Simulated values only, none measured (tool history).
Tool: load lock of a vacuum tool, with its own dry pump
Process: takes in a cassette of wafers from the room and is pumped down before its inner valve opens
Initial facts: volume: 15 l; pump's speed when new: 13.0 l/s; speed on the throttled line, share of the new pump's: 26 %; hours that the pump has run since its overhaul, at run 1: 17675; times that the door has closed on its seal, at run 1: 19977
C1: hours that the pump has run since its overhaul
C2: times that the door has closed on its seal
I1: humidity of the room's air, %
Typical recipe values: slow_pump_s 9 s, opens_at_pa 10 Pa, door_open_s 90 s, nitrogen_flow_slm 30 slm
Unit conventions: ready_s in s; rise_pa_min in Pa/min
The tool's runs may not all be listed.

Run 1, hour 0: usual settings; C1 17675; C2 19977; I1 42.6. Result: ready_s 18.7 s, rise_pa_min 0.122 Pa/min.
Run 2, hour 446.1: usual settings; C1 18121; C2 20443; I1 52.9. Result: ready_s 19 s, rise_pa_min 0.145 Pa/min.
Run 3, hour 837.6: usual settings; C1 18512; C2 20852; I1 45.2. Result: ready_s 18.6 s, rise_pa_min 0.13 Pa/min.
Run 4, hour 1176: usual settings; C1 18851; C2 21206; I1 44.4. Result: ready_s 18.8 s, rise_pa_min 0.13 Pa/min.
Run 5, hour 1503.9: usual settings; C1 19178; C2 21549; I1 45.8. Result: ready_s 18.8 s, rise_pa_min 0.137 Pa/min.
Run 6, hour 2040.3: usual settings; C1 19715; C2 22110; I1 45.7. Result: ready_s 18.8 s, rise_pa_min 0.138 Pa/min.
Run 7, hour 2613.1: usual settings; C1 20288; C2 22709; I1 41.9. Result: ready_s 18.9 s, rise_pa_min 0.133 Pa/min.
Run 8, hour 3012.7: usual settings but opens_at_pa 17 Pa; C1 20687; C2 23127; I1 45.3. Result: ready_s 18.2 s, rise_pa_min 0.151 Pa/min.
Run 9, hour 3425.7: usual settings; C1 21100; C2 23558; I1 46.2. Result: ready_s 18.9 s, rise_pa_min 0.144 Pa/min.
Run 10, hour 3888.5: usual settings but opens_at_pa 13 Pa; C1 21563; C2 24042; I1 46.1. Result: ready_s 18.6 s, rise_pa_min 0.145 Pa/min.
Run 11, hour 4518: usual settings but opens_at_pa 13 Pa; C1 22193; C2 24700; I1 42.3. Result: ready_s 18.8 s, rise_pa_min 0.15 Pa/min.
Run 12, hour 5120.9: usual settings; C1 22795; C2 25331; I1 43.2. Result: ready_s 19.2 s, rise_pa_min 0.149 Pa/min.
Run 13, hour 5405.4: usual settings; C1 23080; C2 25628; I1 45.2. Result: ready_s 19.2 s, rise_pa_min 0.153 Pa/min.
Run 14, hour 6016.3: usual settings; C1 23691; C2 26267; I1 44.7. Result: ready_s 19.2 s, rise_pa_min 0.158 Pa/min.
Run 15, hour 6410.3: usual settings but opens_at_pa 12 Pa; C1 24085; C2 26679; I1 42.3. Result: ready_s 19.1 s, rise_pa_min 0.159 Pa/min.
Run 16, hour 7003.4: usual settings; C1 24678; C2 27299; I1 46.7. Result: ready_s 19.4 s, rise_pa_min 0.163 Pa/min.
At hour 7292.3: dry pump taken out, an overhauled one fitted.
Run 17, hour 7443.4: usual settings; C1 151; C2 27753; I1 45.4. Result: ready_s 17.3 s, rise_pa_min 0.165 Pa/min.
Run 18, hour 7886.8: usual settings; C1 594; C2 28216; I1 45. Result: ready_s 17.3 s, rise_pa_min 0.176 Pa/min.
Run 19, hour 8322.7: usual settings but slow_pump_s 7 s, opens_at_pa 17 Pa, door_open_s 141 s; C1 1030; C2 28672; I1 45.6. Result: ready_s 15.3 s, rise_pa_min 0.192 Pa/min.
Run 20, hour 8834.4: usual settings but nitrogen_flow_slm 5 slm; C1 1542; C2 29207; I1 44.5. Result: ready_s 17.3 s, rise_pa_min 0.235 Pa/min.
Run 21, hour 9371.3: usual settings but nitrogen_flow_slm 5 slm; C1 2079; C2 29768; I1 45.1. Result: ready_s 17.5 s, rise_pa_min 0.238 Pa/min.
Run 22, hour 9637.8: usual settings but slow_pump_s 13 s, opens_at_pa 9 Pa, door_open_s 49 s; C1 2346; C2 30047; I1 48.2. Result: ready_s 20.5 s, rise_pa_min 0.17 Pa/min.
Run 23, hour 10110.3: usual settings but slow_pump_s 7 s, door_open_s 89 s, nitrogen_flow_slm 41 slm; C1 2818; C2 30541; I1 49.3. Result: ready_s 16.2 s, rise_pa_min 0.182 Pa/min.
Run 24, hour 10683.6: usual settings but slow_pump_s 6 s, opens_at_pa 9 Pa, door_open_s 202 s, nitrogen_flow_slm 13 slm; C1 3391; C2 31140; I1 44.9. Result: ready_s 15.6 s, rise_pa_min 0.263 Pa/min.
Run 25, hour 11118.4: usual settings but slow_pump_s 6 s, opens_at_pa 9 Pa, door_open_s 202 s, nitrogen_flow_slm 12 slm; C1 3826; C2 31595; I1 46.1. Result: ready_s 15.4 s, rise_pa_min 0.268 Pa/min.
Run 26, hour 11707.8: usual settings but slow_pump_s 7 s, opens_at_pa 9 Pa, door_open_s 34 s, nitrogen_flow_slm 23 slm; C1 4415; C2 32211; I1 45.7. Result: ready_s 16.5 s, rise_pa_min 0.185 Pa/min.
Run 27, hour 12075: usual settings but slow_pump_s 7 s, opens_at_pa 9 Pa, door_open_s 88 s, nitrogen_flow_slm 22 slm; C1 4783; C2 32595; I1 44.7. Result: ready_s 16.4 s, rise_pa_min 0.207 Pa/min.
Run 28, hour 12715.9: usual settings but slow_pump_s 7 s, opens_at_pa 9 Pa, door_open_s 88 s, nitrogen_flow_slm 22 slm; C1 5424; C2 33265; I1 43.4. Result: ready_s 16.5 s, rise_pa_min 0.213 Pa/min.
Run 29, hour 13198.6: usual settings but slow_pump_s 8 s, opens_at_pa 8 Pa, door_open_s 66 s; C1 5906; C2 33770; I1 42.9. Result: ready_s 17.2 s, rise_pa_min 0.199 Pa/min.
Run 30, hour 13688.6: usual settings but slow_pump_s 8 s, opens_at_pa 8 Pa, door_open_s 66 s; C1 6396; C2 34282; I1 44.3. Result: ready_s 17.4 s, rise_pa_min 0.203 Pa/min.
Run 31, hour 14222.5: usual settings but slow_pump_s 4 s, opens_at_pa 13 Pa, door_open_s 29 s, nitrogen_flow_slm 16 slm; C1 6930; C2 34841; I1 42.7. Result: ready_s 13.9 s, rise_pa_min 0.204 Pa/min.
Run 32, hour 14616.9: usual settings but slow_pump_s 5 s; C1 7325; C2 35253; I1 46.4. Result: ready_s 15.1 s, rise_pa_min 0.221 Pa/min.
At hour 14648.2: door's seal changed, seat wiped.
Run 33, hour 14922.7: usual settings but slow_pump_s 5 s, door_open_s 29 s; C1 7629; C2 287; I1 45.5. Result: ready_s 15 s, rise_pa_min 0.042 Pa/min.
Run 34, hour 15384.9: usual settings but slow_pump_s 13 s, opens_at_pa 7 Pa, door_open_s 166 s, nitrogen_flow_slm 9 slm; C1 8091; C2 770; I1 50.7. Result: ready_s 21.3 s, rise_pa_min 0.157 Pa/min.
Run 35, hour 15972: usual settings but slow_pump_s 13 s, opens_at_pa 7 Pa, door_open_s 166 s, nitrogen_flow_slm 9 slm; C1 8678; C2 1384; I1 45.6. Result: ready_s 21.4 s, rise_pa_min 0.147 Pa/min.
Run 36, hour 16260.2: usual settings but slow_pump_s 13 s, opens_at_pa 7 Pa, door_open_s 166 s, nitrogen_flow_slm 9 slm; C1 8966; C2 1685; I1 42.9. Result: ready_s 21.4 s, rise_pa_min 0.138 Pa/min.

Predict each of these 5 candidate next runs independently; none follows another, all start after run 36:
Run A, hour 16631.2: usual settings but slow_pump_s 13 s, opens_at_pa 7 Pa, door_open_s 80 s, nitrogen_flow_slm 5 slm; C1 9337; C2 2073; I1 47.3. Result: ready_s ?, rise_pa_min ?.
Run B, hour 16631.2: usual settings but slow_pump_s 17 s, opens_at_pa 7 Pa, door_open_s 77 s, nitrogen_flow_slm 28 slm; C1 9337; C2 2073; I1 43.2. Result: ready_s ?, rise_pa_min ?.
Run C, hour 16631.2: usual settings but slow_pump_s 13 s, opens_at_pa 15 Pa, door_open_s 68 s, nitrogen_flow_slm 9 slm; C1 9337; C2 2073; I1 47.5. Result: ready_s ?, rise_pa_min ?.
Run D, hour 16631.2: usual settings but nitrogen_flow_slm 22 slm; C1 9337; C2 2073; I1 46.7. Result: ready_s ?, rise_pa_min ?.
Run E, hour 16631.2: usual settings but opens_at_pa 11 Pa; C1 9337; C2 2073; I1 48.5. Result: ready_s ?, rise_pa_min ?.

run  ready_s  rise_pa_min
  A     21.3        0.124
  B     24.1        0.062
  C     20.4        0.099
  D     18.1        0.079
  E     17.8        0.079
With no hidden state in the tool, these same runs would have given:
run  ready_s  rise_pa_min
  A     20.7        0.124
  B     23.6        0.061
  C     19.9        0.098
  D     17.4        0.078
  E     17.1        0.078
